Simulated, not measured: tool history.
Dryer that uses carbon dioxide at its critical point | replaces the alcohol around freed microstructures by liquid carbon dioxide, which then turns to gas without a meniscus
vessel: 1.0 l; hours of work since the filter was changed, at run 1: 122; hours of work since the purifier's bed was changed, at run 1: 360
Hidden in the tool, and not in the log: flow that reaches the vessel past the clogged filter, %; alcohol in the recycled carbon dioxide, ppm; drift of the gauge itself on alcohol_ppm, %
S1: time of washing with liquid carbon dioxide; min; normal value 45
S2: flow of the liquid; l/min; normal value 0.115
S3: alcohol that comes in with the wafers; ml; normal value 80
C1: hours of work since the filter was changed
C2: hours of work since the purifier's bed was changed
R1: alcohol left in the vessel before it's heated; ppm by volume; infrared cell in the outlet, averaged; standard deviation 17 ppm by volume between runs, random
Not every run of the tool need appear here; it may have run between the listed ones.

run,hour,S1,S2,S3,C1,C2,R1
1,0,45,0.115,80,122,360,1272
2,19.4,45,0.115,30,134,371,513
3,40.1,45,0.115,30,146,383,517
4,55,45,0.115,30,154,392,515
5,78.1,45,0.115,80,168,406,1346
6,104.9,62,0.115,80,183,421,322
7,137.3,45,0.115,54,202,440,962
8,164.3,45,0.115,54,218,456,981
9,198.7,45,0.115,54,238,476,1004
10,230.9,45,0.115,80,257,495,1492
11,254.7,45,0.115,80,271,509,1507
12,290.4,45,0.115,80,292,529,1568
13,305.9,45,0.115,80,301,538,1619
14,324.5,45,0.115,80,312,549,1561
15,353.1,45,0.115,80,328,566,1582
16,373,45,0.131,80,340,578,941
17,400.9,45,0.131,80,356,594,933
18,421.7,50,0.115,80,368,606,1118
19,450.7,71,0.115,80,385,623,229
20,467.5,71,0.115,80,395,633,239
21,484.7,71,0.115,80,405,643,228
22,517.8,45,0.146,80,424,662,629
23,532.1,45,0.146,80,433,670,628
24,555.8,45,0.146,80,447,684,639
25,590,54,0.146,34,467,704,148
26,624.3,38,0.08,54,487,724,6423
27,655.2,45,0.115,41,505,742,1037
28,684.8,32,0.115,23,522,760,1651
29,715.1,45,0.115,28,540,777,739
# hour 734.5: inlet filter changed
30,746.5,45,0.169,34,7,795,118
31,766.6,45,0.169,34,19,807,118
32,801.2,54,0.132,87,39,827,295
33,836.7,29,0.149,31,60,848,924
34,863.8,67,0.072,74,75,863,1750
# hour 902.1: purifier's bed changed
35,902.4,67,0.072,74,96,0,1692
36,927.2,57,0.183,74,111,15,19
37,947.3,59,0.147,74,122,26,68
38,968.3,50,0.138,29,135,39,126
39,996.2,45,0.096,49,151,55,1650
40,1026.2,45,0.074,80,169,72,6291
41,1057.3,40,0.07,30,187,91,3625
42,1081.5,37,0.187,32,201,105,143
43,1097.1,37,0.187,32,210,114,142
44,1125.3,39,0.081,99,226,130,8998
45,1142.8,39,0.081,99,237,140,9155
46,1165.7,40,0.092,77,250,154,4707
47,1184.9,40,0.092,77,261,165,4757

4 ways to go on from here, each from the tool as it stands after run 47. What would each give?
A,1216.5,39,0.176,50,280,183,?
B,1216.5,45,0.115,39,280,183,?
C,1216.5,40,0.092,34,280,183,?
D,1216.5,27,0.146,20,280,183,?

run,R1
A,249
B,730
C,2107
D,949
With no hidden state in the tool, these same runs would have given:
run,R1
A,152
B,517
C,1667
D,729
